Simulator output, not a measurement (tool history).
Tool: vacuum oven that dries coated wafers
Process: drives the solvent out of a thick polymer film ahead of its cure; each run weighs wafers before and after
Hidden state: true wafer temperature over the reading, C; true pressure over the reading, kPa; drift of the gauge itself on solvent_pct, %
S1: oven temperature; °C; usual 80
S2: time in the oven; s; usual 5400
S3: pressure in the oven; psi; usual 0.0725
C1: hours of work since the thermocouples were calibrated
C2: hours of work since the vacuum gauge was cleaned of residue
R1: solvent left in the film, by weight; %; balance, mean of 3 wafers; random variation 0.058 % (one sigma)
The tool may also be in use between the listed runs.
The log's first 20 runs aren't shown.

run 21 hour=213.7 | S1=68 S2=3720 S3=0.0471 | C1=529 C2=442 | R1=8.81
run 22 hour=228.2 | S1=68 S2=3720 S3=0.0471 | C1=540 C2=453 | R1=8.87
run 23 hour=241.3 | S1=89 S2=8040 S3=0.1774 | C1=550 C2=463 | R1=0.83
run 24 hour=250.4 | S1=73 S2=4140 S3=0.2682 | C1=557 C2=470 | R1=7.65
run 25 hour=258.8 | S1=69 S2=5400 S3=0.1826 | C1=563 C2=477 | R1=7.66
run 26 hour=272.8 | S1=78 S2=5640 S3=0.1363 | C1=574 C2=487 | R1=3.63
run 27 hour=285.8 | S1=78 S2=5640 S3=0.1363 | C1=584 C2=497 | R1=3.74
run 28 hour=294.0 | S1=86 S2=3540 S3=0.0645 | C1=590 C2=503 | R1=2.77
run 29 hour=303.1 | S1=74 S2=5400 S3=0.0754 | C1=597 C2=510 | R1=5.18
run 30 hour=309.0 | S1=74 S2=4620 S3=0.0580 | C1=602 C2=515 | R1=6.00
run 31 hour=321.1 | S1=78 S2=5640 S3=0.0690 | C1=611 C2=524 | R1=3.44
run 32 hour=331.6 | S1=78 S2=5640 S3=0.0690 | C1=619 C2=532 | R1=3.39
run 33 hour=344.2 | S1=92 S2=6180 S3=0.0725 | C1=628 C2=542 | R1=0.40
run 34 hour=356.9 | S1=74 S2=3900 S3=0.0725 | C1=638 C2=551 | R1=6.71
run 35 hour=370.8 | S1=74 S2=3900 S3=0.0725 | C1=649 C2=562 | R1=6.59
run 36 hour=384.8 | S1=74 S2=3900 S3=0.0725 | C1=659 C2=573 | R1=6.69

3 ways to go on from here, each from the tool as it stands after run 36. What would each give?
run A hour=396.5 | S1=74 S2=7500 S3=0.1516 | C1=668 C2=582 | R1=?
run B hour=396.5 | S1=74 S2=3960 S3=0.2055 | C1=668 C2=582 | R1=?
run C hour=396.5 | S1=91 S2=3000 S3=0.0767 | C1=668 C2=582 | R1=?

run=A R1=4.07
run=B R1=7.19
run=C R1=1.92
Without the tool's hidden state the same runs would have given:
run=A R1=4.05
run=B R1=7.18
run=C R1=1.91
